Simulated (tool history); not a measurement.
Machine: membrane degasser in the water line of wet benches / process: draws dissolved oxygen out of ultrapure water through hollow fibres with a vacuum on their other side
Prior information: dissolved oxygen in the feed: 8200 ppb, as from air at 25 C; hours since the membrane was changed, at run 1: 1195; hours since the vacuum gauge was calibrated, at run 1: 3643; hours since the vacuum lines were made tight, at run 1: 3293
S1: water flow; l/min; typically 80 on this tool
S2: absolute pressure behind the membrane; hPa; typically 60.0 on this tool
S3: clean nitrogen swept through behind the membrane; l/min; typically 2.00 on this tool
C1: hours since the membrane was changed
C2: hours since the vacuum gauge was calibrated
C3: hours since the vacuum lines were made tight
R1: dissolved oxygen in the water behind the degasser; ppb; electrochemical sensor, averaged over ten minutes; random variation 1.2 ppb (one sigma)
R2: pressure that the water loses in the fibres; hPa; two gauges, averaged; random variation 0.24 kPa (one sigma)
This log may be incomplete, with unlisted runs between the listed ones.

| run | hour | S1 | S2 | S3 | C1 | C2 | C3 | R1 | R2 |
|---|---|---|---|---|---|---|---|---|---|
| 1 | 0.0 | 80 | 60.0 | 2.00 | 1195 | 3643 | 3293 | 230.9 | 637.8 |
| 2 | 160.6 | 80 | 60.0 | 2.00 | 1356 | 3803 | 3454 | 234.7 | 636.7 |
| 3 | 400.8 | 55 | 60.0 | 2.00 | 1596 | 4044 | 3694 | 170.4 | 438.2 |
| 4 | 523.8 | 55 | 60.0 | 2.00 | 1719 | 4167 | 3817 | 171.3 | 437.6 |
|  | 602.9 | vacuum gauge calibrated |
| 5 | 724.4 | 55 | 60.0 | 2.00 | 1919 | 122 | 4017 | 164.7 | 441.1 |
| 6 | 863.2 | 55 | 60.0 | 2.00 | 2058 | 260 | 4156 | 165.9 | 441.3 |
| 7 | 1107.9 | 55 | 60.0 | 2.00 | 2303 | 505 | 4401 | 166.8 | 442.1 |
| 8 | 1217.6 | 80 | 139.0 | 2.00 | 2412 | 615 | 4510 | 797.7 | 640.9 |
| 9 | 1367.2 | 80 | 139.0 | 2.00 | 2562 | 764 | 4660 | 796.6 | 642.7 |
| 10 | 1575.7 | 80 | 139.0 | 2.00 | 2770 | 973 | 4868 | 805.0 | 644.3 |
| 11 | 1815.8 | 80 | 139.0 | 2.00 | 3010 | 1213 | 5108 | 798.6 | 648.0 |
| 12 | 2036.0 | 80 | 43.5 | 2.00 | 3231 | 1433 | 5329 | 104.6 | 647.4 |
| 13 | 2234.6 | 80 | 43.5 | 2.00 | 3429 | 1632 | 5527 | 105.6 | 646.1 |
| 14 | 2341.2 | 105 | 102.5 | 4.52 | 3536 | 1738 | 5634 | 369.9 | 853.0 |
| 15 | 2521.7 | 105 | 102.5 | 4.52 | 3716 | 1919 | 5814 | 367.5 | 843.8 |
| 16 | 2739.9 | 105 | 102.5 | 4.52 | 3935 | 2137 | 6033 | 370.4 | 852.3 |
| 17 | 2882.3 | 72 | 102.5 | 1.25 | 4077 | 2279 | 6175 | 710.2 | 582.9 |
| 18 | 3018.3 | 72 | 102.5 | 1.25 | 4213 | 2415 | 6311 | 716.4 | 583.9 |
| 19 | 3178.8 | 72 | 102.5 | 1.25 | 4373 | 2576 | 6472 | 717.2 | 588.1 |
| 20 | 3325.2 | 72 | 102.5 | 1.25 | 4520 | 2722 | 6618 | 714.1 | 589.6 |
| 21 | 3470.3 | 72 | 102.5 | 1.25 | 4665 | 2867 | 6763 | 709.4 | 587.1 |
| 22 | 3602.1 | 118 | 102.5 | 2.68 | 4797 | 2999 | 6895 | 610.8 | 963.9 |
| 23 | 3716.9 | 118 | 63.0 | 0.93 | 4912 | 3114 | 7010 | 574.1 | 961.0 |
| 24 | 3823.9 | 118 | 63.0 | 0.93 | 5018 | 3221 | 7117 | 576.3 | 974.4 |

Each row is a separate what-if for the run after 24, all from the same tool condition, not one after another. Results?
| A | 3995.4 | 100 | 60.4 | 1.26 | 5190 | 3393 | 7288 | ? | ? |
| B | 3995.4 | 55 | 41.2 | 3.12 | 5190 | 3393 | 7288 | ? | ? |
| C | 3995.4 | 92 | 63.0 | 0.93 | 5190 | 3393 | 7288 | ? | ? |

| run | R1 | R2 |
|---|---|---|
| A | 398.0 | 821.7 |
| B | 43.4 | 444.8 |
| C | 493.6 | 752.6 |
With the hidden condition removed and each run's random variation left untouched, the same runs would have given:
| run | R1 | R2 |
|---|---|---|
| A | 379.6 | 791.8 |
| B | 37.8 | 428.5 |
| C | 474.2 | 725.1 |

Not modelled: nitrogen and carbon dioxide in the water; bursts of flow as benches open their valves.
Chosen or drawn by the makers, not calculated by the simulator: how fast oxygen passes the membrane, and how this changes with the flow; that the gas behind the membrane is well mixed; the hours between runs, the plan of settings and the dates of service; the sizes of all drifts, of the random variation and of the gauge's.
